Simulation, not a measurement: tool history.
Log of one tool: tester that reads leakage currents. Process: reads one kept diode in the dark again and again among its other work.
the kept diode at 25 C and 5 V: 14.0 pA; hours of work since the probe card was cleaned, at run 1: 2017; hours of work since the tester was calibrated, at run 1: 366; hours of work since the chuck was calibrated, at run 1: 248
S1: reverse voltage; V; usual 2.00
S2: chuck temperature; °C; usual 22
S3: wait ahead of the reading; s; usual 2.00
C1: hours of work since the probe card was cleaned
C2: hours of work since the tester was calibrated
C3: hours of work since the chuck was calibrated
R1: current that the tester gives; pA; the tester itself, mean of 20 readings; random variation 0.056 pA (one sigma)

| run | day | S1 | S2 | S3 | C1 | C2 | C3 | R1 |
|---|---|---|---|---|---|---|---|---|
| 1 | 0.000 | 2.00 | 22 | 2.00 | 2017 | 366 | 248 | 9.15 |
| 2 | 1.325 | 2.00 | 22 | 2.00 | 2036 | 385 | 266 | 9.27 |
| 3 | 2.496 | 2.00 | 22 | 2.00 | 2052 | 401 | 283 | 9.20 |
| 4 | 3.738 | 6.62 | 22 | 2.00 | 2070 | 419 | 300 | 15.18 |
| 5 | 4.942 | 6.62 | 22 | 2.00 | 2086 | 435 | 317 | 15.24 |
| 6 | 5.933 | 12.52 | 22 | 2.00 | 2100 | 449 | 331 | 20.71 |
| 7 | 6.608 | 2.00 | 22 | 2.00 | 2110 | 459 | 340 | 9.27 |
| 8 | 7.883 | 2.00 | 58 | 2.00 | 2128 | 477 | 358 | 103.12 |
| 9 | 8.683 | 2.00 | 22 | 2.00 | 2139 | 488 | 369 | 9.42 |
| 10 | 9.450 | 2.00 | 22 | 7.19 | 2150 | 499 | 380 | 9.29 |
| 11 | 10.567 | 2.00 | 22 | 7.19 | 2165 | 514 | 396 | 9.39 |
| 12 | 11.742 | 2.00 | 22 | 7.19 | 2182 | 531 | 412 | 9.41 |
| 13 | 13.167 | 2.00 | 22 | 2.00 | 2202 | 551 | 432 | 9.49 |
| 14 | 13.942 | 2.00 | 22 | 2.00 | 2212 | 561 | 443 | 9.63 |
| 15 | 14.942 | 2.00 | 22 | 2.00 | 2226 | 575 | 457 | 9.52 |
| 16 | 15.725 | 2.00 | 22 | 2.00 | 2237 | 586 | 468 | 9.64 |
| 17 | 16.717 | 2.00 | 42 | 2.00 | 2251 | 600 | 482 | 38.05 |
| 18 | 18.038 | 7.58 | 25 | 2.00 | 2270 | 619 | 500 | 20.56 |
| 19 | 18.833 | 7.58 | 25 | 9.32 | 2281 | 630 | 511 | 20.16 |
| 20 | 20.000 | 9.53 | 27 | 2.69 | 2297 | 646 | 528 | 25.77 |
| 21 | 21.004 | 1.16 | 35 | 7.85 | 2311 | 660 | 542 | 19.66 |
| 22 | 22.012 | 2.00 | 35 | 7.68 | 2325 | 674 | 556 | 24.21 |
| 23 | 22.846 | 3.13 | 32 | 2.00 | 2337 | 686 | 567 | 23.17 |
| 24 | 23.650 | 3.13 | 29 | 2.00 | 2348 | 697 | 579 | 18.92 |
| 25 | 24.512 | 3.13 | 29 | 2.00 | 2360 | 709 | 591 | 19.08 |
| 26 | 25.225 | 2.54 | 41 | 1.72 | 2370 | 719 | 601 | 39.74 |
| 27 | 26.083 | 2.54 | 41 | 1.72 | 2382 | 731 | 613 | 39.79 |
|  | 27.271 | chuck's temperature calibrated |
| 28 | 27.454 | 2.54 | 41 | 1.72 | 2400 | 749 | 3 | 36.49 |
| 29 | 28.312 | 4.58 | 32 | 2.79 | 2412 | 761 | 15 | 24.82 |
| 30 | 29.025 | 16.30 | 34 | 2.85 | 2422 | 771 | 25 | 47.64 |
| 31 | 30.208 | 6.69 | 40 | 2.66 | 2439 | 788 | 41 | 49.17 |

Forecast each of these 4 alternatives for the next run:
| A | 30.883 | 12.12 | 21 | 1.28 | 2448 | 797 | 51 | ? |
| B | 30.883 | 1.06 | 47 | 2.66 | 2448 | 797 | 51 | ? |
| C | 30.883 | 17.01 | 26 | 3.17 | 2448 | 797 | 51 | ? |
| D | 30.883 | 5.66 | 53 | 2.85 | 2448 | 797 | 51 | ? |

| run | R1 |
|---|---|
| A | 19.61 |
| B | 40.03 |
| C | 30.00 |
| D | 105.35 |
Without the tool's hidden state the same runs would have given:
| run | R1 |
|---|---|
| A | 15.49 |
| B | 39.15 |
| C | 24.19 |
| D | 102.19 |

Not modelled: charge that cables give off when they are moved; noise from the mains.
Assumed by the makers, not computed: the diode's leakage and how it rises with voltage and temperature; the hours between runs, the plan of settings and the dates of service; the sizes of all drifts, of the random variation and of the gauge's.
